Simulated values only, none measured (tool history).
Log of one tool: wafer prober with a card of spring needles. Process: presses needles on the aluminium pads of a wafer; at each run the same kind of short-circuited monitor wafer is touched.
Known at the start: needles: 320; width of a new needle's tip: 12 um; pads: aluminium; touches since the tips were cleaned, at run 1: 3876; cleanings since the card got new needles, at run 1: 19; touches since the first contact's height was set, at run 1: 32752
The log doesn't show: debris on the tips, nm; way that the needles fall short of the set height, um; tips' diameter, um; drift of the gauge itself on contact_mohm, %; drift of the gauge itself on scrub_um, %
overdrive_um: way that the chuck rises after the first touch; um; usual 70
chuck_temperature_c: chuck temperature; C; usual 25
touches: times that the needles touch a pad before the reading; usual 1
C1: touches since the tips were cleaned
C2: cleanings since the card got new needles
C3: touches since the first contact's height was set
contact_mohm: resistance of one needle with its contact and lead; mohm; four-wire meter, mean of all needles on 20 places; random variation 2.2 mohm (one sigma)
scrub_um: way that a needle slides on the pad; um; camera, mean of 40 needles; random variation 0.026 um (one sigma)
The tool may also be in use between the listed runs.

run 1 hour=0.0 | overdrive_um=70 chuck_temperature_c=25 touches=1 | C1=3876 C2=19 C3=32752 | contact_mohm=250 scrub_um=15.93
-- hour=9.4 tips cleaned on abrasive film
run 2 hour=18.8 | overdrive_um=72 chuck_temperature_c=25 touches=1 | C1=2026 C2=20 C3=36784 | contact_mohm=252 scrub_um=16.31
run 3 hour=30.6 | overdrive_um=68 chuck_temperature_c=25 touches=1 | C1=4563 C2=20 C3=39321 | contact_mohm=253 scrub_um=15.46
-- hour=36.7 tips cleaned on abrasive film
run 4 hour=41.2 | overdrive_um=68 chuck_temperature_c=25 touches=1 | C1=966 C2=21 C3=41576 | contact_mohm=251 scrub_um=15.45
run 5 hour=61.2 | overdrive_um=68 chuck_temperature_c=25 touches=1 | C1=5264 C2=21 C3=45874 | contact_mohm=254 scrub_um=15.42
-- hour=64.2 tips cleaned on abrasive film
run 6 hour=78.2 | overdrive_um=68 chuck_temperature_c=25 touches=1 | C1=3021 C2=22 C3=49529 | contact_mohm=248 scrub_um=15.44
run 7 hour=89.8 | overdrive_um=68 chuck_temperature_c=25 touches=1 | C1=5514 C2=22 C3=52022 | contact_mohm=254 scrub_um=15.48
-- hour=91.8 tips cleaned on abrasive film
run 8 hour=104.6 | overdrive_um=68 chuck_temperature_c=25 touches=1 | C1=2756 C2=23 C3=55190 | contact_mohm=248 scrub_um=15.40
-- hour=119.4 tips cleaned on abrasive film
run 9 hour=122.5 | overdrive_um=68 chuck_temperature_c=25 touches=1 | C1=662 C2=24 C3=59004 | contact_mohm=247 scrub_um=15.40
run 10 hour=142.8 | overdrive_um=68 chuck_temperature_c=25 touches=1 | C1=5050 C2=24 C3=63392 | contact_mohm=255 scrub_um=15.41
-- hour=147.6 tips cleaned on abrasive film
run 11 hour=158.1 | overdrive_um=70 chuck_temperature_c=25 touches=1 | C1=2261 C2=25 C3=66658 | contact_mohm=252 scrub_um=15.92
-- hour=174.7 tips cleaned on abrasive film
run 12 hour=176.4 | overdrive_um=70 chuck_temperature_c=25 touches=1 | C1=362 C2=26 C3=70571 | contact_mohm=256 scrub_um=15.86
run 13 hour=186.4 | overdrive_um=59 chuck_temperature_c=25 touches=1 | C1=2509 C2=26 C3=72718 | contact_mohm=252 scrub_um=13.37
-- hour=201.8 tips cleaned on abrasive film
run 14 hour=205.8 | overdrive_um=59 chuck_temperature_c=25 touches=1 | C1=865 C2=27 C3=76891 | contact_mohm=259 scrub_um=13.34
run 15 hour=221.8 | overdrive_um=59 chuck_temperature_c=25 touches=1 | C1=4307 C2=27 C3=80333 | contact_mohm=254 scrub_um=13.33
-- hour=228.9 tips cleaned on abrasive film
run 16 hour=230.6 | overdrive_um=70 chuck_temperature_c=113 touches=1 | C1=368 C2=28 C3=82205 | contact_mohm=273 scrub_um=15.89
run 17 hour=242.7 | overdrive_um=70 chuck_temperature_c=35 touches=1 | C1=2965 C2=28 C3=84802 | contact_mohm=255 scrub_um=15.88
-- hour=256.8 tips cleaned on abrasive film
run 18 hour=260.3 | overdrive_um=68 chuck_temperature_c=25 touches=1 | C1=759 C2=29 C3=88577 | contact_mohm=258 scrub_um=15.44
run 19 hour=271.4 | overdrive_um=84 chuck_temperature_c=54 touches=2 | C1=3137 C2=29 C3=90955 | contact_mohm=255 scrub_um=19.06
-- hour=283.8 tips cleaned on abrasive film
run 20 hour=283.8 | overdrive_um=71 chuck_temperature_c=27 touches=1 | C1=0 C2=30 C3=93616 | contact_mohm=252 scrub_um=16.14
run 21 hour=302.5 | overdrive_um=71 chuck_temperature_c=27 touches=1 | C1=4010 C2=30 C3=97626 | contact_mohm=249 scrub_um=16.11
-- hour=311.0 tips cleaned on abrasive film
run 22 hour=311.9 | overdrive_um=66 chuck_temperature_c=121 touches=1 | C1=203 C2=31 C3=99634 | contact_mohm=280 scrub_um=14.99
run 23 hour=323.0 | overdrive_um=54 chuck_temperature_c=39 touches=3 | C1=2596 C2=31 C3=102027 | contact_mohm=256 scrub_um=12.23
-- hour=327.0 height of the first contact set anew
run 24 hour=336.6 | overdrive_um=54 chuck_temperature_c=29 touches=3 | C1=5449 C2=31 C3=2050 | contact_mohm=251 scrub_um=12.25
-- hour=339.1 tips cleaned on abrasive film
run 25 hour=352.2 | overdrive_um=84 chuck_temperature_c=29 touches=3 | C1=2821 C2=32 C3=5393 | contact_mohm=250 scrub_um=19.08
run 26 hour=364.2 | overdrive_um=68 chuck_temperature_c=106 touches=2 | C1=5413 C2=32 C3=7985 | contact_mohm=274 scrub_um=15.44
-- hour=367.1 tips cleaned on abrasive film
run 27 hour=380.6 | overdrive_um=72 chuck_temperature_c=38 touches=2 | C1=2897 C2=33 C3=11482 | contact_mohm=253 scrub_um=16.34
run 28 hour=393.9 | overdrive_um=54 chuck_temperature_c=38 touches=2 | C1=5758 C2=33 C3=14343 | contact_mohm=258 scrub_um=12.22
-- hour=395.7 tips cleaned on abrasive film
run 29 hour=404.9 | overdrive_um=80 chuck_temperature_c=35 touches=3 | C1=1971 C2=34 C3=16693 | contact_mohm=254 scrub_um=18.16
run 30 hour=414.2 | overdrive_um=80 chuck_temperature_c=35 touches=3 | C1=3978 C2=34 C3=18700 | contact_mohm=253 scrub_um=18.16
-- hour=423.2 tips cleaned on abrasive film
run 31 hour=428.4 | overdrive_um=75 chuck_temperature_c=42 touches=3 | C1=1124 C2=35 C3=21729 | contact_mohm=258 scrub_um=17.02
run 32 hour=439.9 | overdrive_um=68 chuck_temperature_c=61 touches=2 | C1=3605 C2=35 C3=24210 | contact_mohm=263 scrub_um=15.39
-- hour=451.0 tips cleaned on abrasive film
run 33 hour=459.1 | overdrive_um=68 chuck_temperature_c=61 touches=2 | C1=1752 C2=36 C3=28321 | contact_mohm=258 scrub_um=15.49

Run 34 comes next. What will it give?
run 34 hour=476.4 | overdrive_um=70 chuck_temperature_c=36 touches=1 | C1=5470 C2=36 C3=32039 | contact_mohm=? scrub_um=?

contact_mohm: 253 mohm
scrub_um: 15.91 um
Without the tool's hidden state the same run would have given contact_mohm 252 mohm, scrub_um 15.91 um.

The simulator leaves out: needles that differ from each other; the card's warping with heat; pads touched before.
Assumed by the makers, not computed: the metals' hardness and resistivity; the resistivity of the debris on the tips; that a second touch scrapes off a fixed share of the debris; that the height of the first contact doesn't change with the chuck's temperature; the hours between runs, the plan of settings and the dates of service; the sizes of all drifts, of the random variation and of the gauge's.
